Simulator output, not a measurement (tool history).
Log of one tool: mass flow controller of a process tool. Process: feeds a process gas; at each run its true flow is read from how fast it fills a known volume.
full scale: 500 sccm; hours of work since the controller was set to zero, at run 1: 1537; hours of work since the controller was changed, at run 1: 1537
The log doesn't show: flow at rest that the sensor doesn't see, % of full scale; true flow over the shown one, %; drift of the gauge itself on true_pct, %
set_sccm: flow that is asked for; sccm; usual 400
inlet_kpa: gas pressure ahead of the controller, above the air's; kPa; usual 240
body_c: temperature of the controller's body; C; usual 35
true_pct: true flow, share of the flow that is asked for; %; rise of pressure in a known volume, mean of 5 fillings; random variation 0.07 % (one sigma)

run    hour  set_sccm  inlet_kpa  body_c  hours of work since the controller was set to zero  hours of work since the controller was changed  true_pct
  1     0.0       400        240      35                                                1537                                            1537     99.14
  2   169.7       400        240      35                                                1664                                            1664     99.13
  3   248.1       400        240      35                                                1722                                            1722     99.15
  4   373.9       400        240      35                                                1816                                            1816     99.13
  5   483.3       400        240      35                                                1898                                            1898     99.12
  6   603.4       400        240      35                                                1988                                            1988     99.08
  7   727.3       126        240      35                                                2080                                            2080     97.21
  8   837.6       126        240      29                                                2163                                            2163     97.39
  9  1003.4       400        241      35                                                2287                                            2287     99.18
     1013.9  -- controller's zero set anew
 10  1172.5       400        241      35                                                 119                                            2413     99.06
 11  1301.0       400        241      35                                                 215                                            2509     99.01
 12  1407.9       400        240      35                                                 295                                            2589     98.91
 13  1508.8       400        240      35                                                 370                                            2664     98.91
     1531.7  -- controller's zero set anew, once more
 14  1673.2       472        198      35                                                 106                                            2787     99.27
 15  1845.2        92        198      35                                                 234                                            2915     97.19
 16  1979.1        92        198      35                                                 334                                            3016     97.03
 17  2124.5       368        183      35                                                 443                                            3124     98.68
 18  2278.8       358        173      33                                                 559                                            3240     98.76

Forecast run 19:
 19  2410.2       202        208      23                                                 657                                            3338         ?

{"run 19": {"true_pct": 98.83}}
Without the tool's hidden state the same run would have given true_pct 98.70 %.
